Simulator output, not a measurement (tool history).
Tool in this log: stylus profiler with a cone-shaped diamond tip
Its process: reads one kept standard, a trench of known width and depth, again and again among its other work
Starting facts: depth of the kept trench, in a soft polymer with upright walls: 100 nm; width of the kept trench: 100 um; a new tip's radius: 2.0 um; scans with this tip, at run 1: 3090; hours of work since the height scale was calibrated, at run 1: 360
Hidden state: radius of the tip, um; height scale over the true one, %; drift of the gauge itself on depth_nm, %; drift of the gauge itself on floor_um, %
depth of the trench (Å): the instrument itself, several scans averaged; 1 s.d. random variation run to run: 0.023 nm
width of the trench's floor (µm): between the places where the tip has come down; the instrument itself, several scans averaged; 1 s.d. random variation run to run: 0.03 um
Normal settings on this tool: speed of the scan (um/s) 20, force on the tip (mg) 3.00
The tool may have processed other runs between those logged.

| run | hour | speed of the scan (um/s) | force on the tip (mg) | scans with this tip | hours of work since the height scale was calibrated | depth of the trench (Å) | width of the trench's floor (µm) |
|---|---|---|---|---|---|---|---|
| 1 | 0.0 | 20 | 3.00 | 3090 | 360 | 1015.1 | 98.55 |
| 2 | 14.6 | 20 | 3.00 | 3152 | 367 | 1014.9 | 98.56 |
| 3 | 36.1 | 20 | 3.00 | 3243 | 378 | 1014.9 | 98.53 |
| 4 | 50.1 | 20 | 3.00 | 3302 | 385 | 1015.5 | 98.59 |
| 5 | 63.2 | 12 | 3.00 | 3357 | 391 | 1015.2 | 98.56 |
| 6 | 86.2 | 12 | 3.00 | 3455 | 402 | 1015.4 | 98.62 |
| 7 | 100.3 | 12 | 3.00 | 3514 | 409 | 1015.3 | 98.60 |
| 8 | 113.9 | 20 | 3.00 | 3572 | 416 | 1015.3 | 98.53 |
| 9 | 133.9 | 20 | 3.00 | 3656 | 426 | 1014.9 | 98.58 |
| 10 | 144.6 | 20 | 3.00 | 3702 | 431 | 1015.0 | 98.52 |
| 11 | 158.5 | 20 | 2.64 | 3760 | 438 | 1014.1 | 98.54 |
| 12 | 175.4 | 20 | 2.64 | 3832 | 446 | 1014.1 | 98.53 |
| 13 | 192.8 | 20 | 3.00 | 3905 | 455 | 1015.4 | 98.54 |
| 14 | 204.2 | 20 | 3.00 | 3954 | 460 | 1015.3 | 98.56 |
| 15 | 224.0 | 20 | 5.58 | 4037 | 470 | 1022.8 | 98.61 |
| 16 | 246.3 | 20 | 5.58 | 4131 | 481 | 1022.6 | 98.58 |
| 17 | 263.6 | 20 | 5.58 | 4205 | 490 | 1023.0 | 98.56 |
| 18 | 279.9 | 20 | 5.58 | 4274 | 498 | 1022.4 | 98.56 |
|  | 282.3 | height scale calibrated on a step standard |
| 19 | 295.8 | 20 | 3.00 | 4339 | 7 | 1016.1 | 98.57 |
| 20 | 314.2 | 20 | 3.00 | 4417 | 16 | 1016.1 | 98.55 |
| 21 | 327.5 | 20 | 3.00 | 4473 | 22 | 1016.1 | 98.49 |
| 22 | 338.6 | 20 | 3.00 | 4520 | 28 | 1015.7 | 98.48 |
| 23 | 349.3 | 20 | 3.00 | 4565 | 33 | 1016.2 | 98.54 |
| 24 | 368.6 | 9 | 4.22 | 4647 | 42 | 1019.9 | 98.57 |
| 25 | 387.0 | 42 | 4.56 | 4724 | 52 | 1020.9 | 98.43 |
|  | 391.8 | height scale calibrated on a step standard, once more |
| 26 | 401.7 | 50 | 4.63 | 4784 | 5 | 1020.2 | 98.39 |
| 27 | 423.8 | 27 | 2.51 | 4878 | 16 | 1013.2 | 98.56 |
| 28 | 445.0 | 27 | 2.51 | 4967 | 26 | 1013.6 | 98.49 |
| 29 | 458.1 | 16 | 1.72 | 5023 | 33 | 1010.4 | 98.54 |
| 30 | 469.8 | 16 | 1.72 | 5072 | 38 | 1010.3 | 98.51 |
| 31 | 482.4 | 16 | 3.37 | 5125 | 45 | 1016.0 | 98.53 |
| 32 | 499.7 | 16 | 3.37 | 5198 | 53 | 1016.2 | 98.46 |
| 33 | 512.3 | 27 | 1.97 | 5252 | 59 | 1011.2 | 98.43 |
| 34 | 531.3 | 18 | 3.62 | 5332 | 69 | 1016.7 | 98.48 |
| 35 | 541.9 | 18 | 3.62 | 5377 | 74 | 1016.8 | 98.51 |
| 36 | 558.5 | 18 | 3.62 | 5447 | 82 | 1017.1 | 98.49 |
| 37 | 574.1 | 25 | 2.25 | 5513 | 90 | 1012.8 | 98.45 |
| 38 | 587.6 | 25 | 2.25 | 5570 | 96 | 1012.8 | 98.42 |
| 39 | 598.0 | 5 | 1.85 | 5614 | 102 | 1011.2 | 98.50 |
| 40 | 610.4 | 10 | 2.84 | 5666 | 108 | 1014.4 | 98.54 |
| 41 | 628.0 | 10 | 2.84 | 5741 | 116 | 1014.9 | 98.52 |
| 42 | 649.9 | 27 | 2.85 | 5834 | 127 | 1014.5 | 98.46 |
| 43 | 661.6 | 27 | 2.85 | 5883 | 133 | 1014.8 | 98.44 |
| 44 | 671.8 | 6 | 6.94 | 5926 | 138 | 1026.1 | 98.52 |
| 45 | 684.3 | 6 | 6.94 | 5979 | 144 | 1025.8 | 98.56 |
| 46 | 697.7 | 6 | 6.94 | 6036 | 151 | 1025.9 | 98.52 |

5 options for the next run, each taken on its own from the tool as it stands now. Forecast them:
| A | 716.2 | 45 | 3.00 | 6114 | 160 | ? | ? |
| B | 716.2 | 20 | 4.93 | 6114 | 160 | ? | ? |
| C | 716.2 | 75 | 3.46 | 6114 | 160 | ? | ? |
| D | 716.2 | 13 | 1.40 | 6114 | 160 | ? | ? |
| E | 716.2 | 52 | 2.06 | 6114 | 160 | ? | ? |

| run | depth of the trench (Å) | width of the trench's floor (µm) |
|---|---|---|
| A | 1015.7 | 98.30 |
| B | 1020.6 | 98.46 |
| C | 1016.6 | 98.22 |
| D | 1009.6 | 98.47 |
| E | 1012.1 | 98.24 |
Without the tool's hidden state the same runs would have given:
| run | depth of the trench (Å) | width of the trench's floor (µm) |
|---|---|---|
| A | 1014.7 | 98.48 |
| B | 1019.7 | 98.64 |
| C | 1015.7 | 98.39 |
| D | 1008.7 | 98.64 |
| E | 1011.1 | 98.41 |
